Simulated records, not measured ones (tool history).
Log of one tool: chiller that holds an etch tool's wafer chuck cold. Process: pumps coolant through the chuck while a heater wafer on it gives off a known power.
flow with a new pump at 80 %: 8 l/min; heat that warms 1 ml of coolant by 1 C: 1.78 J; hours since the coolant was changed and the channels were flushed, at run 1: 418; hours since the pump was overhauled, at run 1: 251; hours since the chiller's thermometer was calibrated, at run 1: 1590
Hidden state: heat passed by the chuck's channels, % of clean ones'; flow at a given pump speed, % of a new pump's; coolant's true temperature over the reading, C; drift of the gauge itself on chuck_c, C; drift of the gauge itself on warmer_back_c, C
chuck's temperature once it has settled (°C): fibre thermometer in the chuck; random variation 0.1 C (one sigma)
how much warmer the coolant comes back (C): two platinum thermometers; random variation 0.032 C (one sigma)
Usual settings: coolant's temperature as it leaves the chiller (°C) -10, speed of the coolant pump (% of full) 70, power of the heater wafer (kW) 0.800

run,hour,coolant's temperature as it leaves the chiller (°C),speed of the coolant pump (% of full),power of the heater wafer (kW),hours since the coolant was changed and the channels were flushed,hours since the pump was overhauled,hours since the chiller's thermometer was calibrated,chuck's temperature once it has settled (°C),how much warmer the coolant comes back (C)
1,0.0,-10,70,0.800,418,251,1590,1.5,3.90
2,25.5,-10,70,0.800,443,277,1616,1.4,3.85
3,62.3,-10,70,0.800,480,314,1653,1.4,3.86
4,93.5,-10,70,0.800,511,345,1684,1.6,3.90
5,129.5,-10,70,0.800,547,381,1720,1.4,3.86
6,184.7,-10,83,0.800,602,436,1775,0.6,3.24
7,234.0,-16,70,0.800,652,485,1824,-4.4,3.97
8,268.1,-16,70,0.766,686,519,1859,-4.9,3.75
9,318.2,-16,70,0.766,736,569,1909,-4.7,3.71
10,361.1,-16,70,0.766,779,612,1952,-4.6,3.72
11,411.7,-10,70,0.404,829,663,2002,-4.0,1.89
12,454.1,-10,70,0.404,872,705,2045,-4.1,1.98
13,486.1,-10,70,0.800,904,737,2076,1.9,3.91
14,547.5,-10,70,0.800,965,799,2138,1.9,3.91
15,595.4,-10,70,0.800,1013,847,2186,1.7,3.97
16,647.7,-10,70,0.800,1065,899,2238,1.9,3.95
17,684.3,-10,70,0.800,1102,936,2275,1.9,3.91
18,741.5,-10,70,0.800,1159,993,2332,2.0,3.98
19,801.7,-10,74,0.944,1219,1053,2392,3.6,4.45
20,827.2,-12,70,0.800,1245,1078,2418,0.0,3.94
21,869.7,-6,85,0.756,1287,1121,2460,4.1,3.04
22,916.4,-10,61,0.754,1334,1168,2507,2.4,4.36
23,962.1,-10,98,1.018,1380,1213,2553,2.6,3.52
24,1005.0,-20,89,0.429,1423,1256,2595,-14.3,1.64
25,1053.7,-20,97,0.571,1471,1305,2644,-12.9,1.98
26,1080.1,-20,97,0.571,1498,1331,2671,-12.8,2.00
27,1131.1,-10,72,1.152,1549,1382,2722,7.3,5.54
28,1171.2,-2,70,0.632,1589,1422,2762,7.7,3.18
29,1210.9,-17,89,0.570,1629,1462,2801,-9.4,2.19
30,1239.2,-2,74,0.644,1657,1490,2830,7.5,2.99
31,1287.4,-12,79,0.800,1705,1539,2878,-0.6,3.51

Forecast each of these 3 alternatives for the next run:
A,1335.0,-2,61,0.444,1753,1586,2925,?,?
B,1335.0,-12,72,0.800,1753,1586,2925,?,?
C,1335.0,-4,69,0.553,1753,1586,2925,?,?

run,chuck's temperature once it has settled (°C),how much warmer the coolant comes back (C)
A,5.5,2.55
B,0.2,3.87
C,4.8,2.76
Without the tool's hidden state the same runs would have given:
run,chuck's temperature once it has settled (°C),how much warmer the coolant comes back (C)
A,4.9,2.48
B,-0.7,3.76
C,4.1,2.68
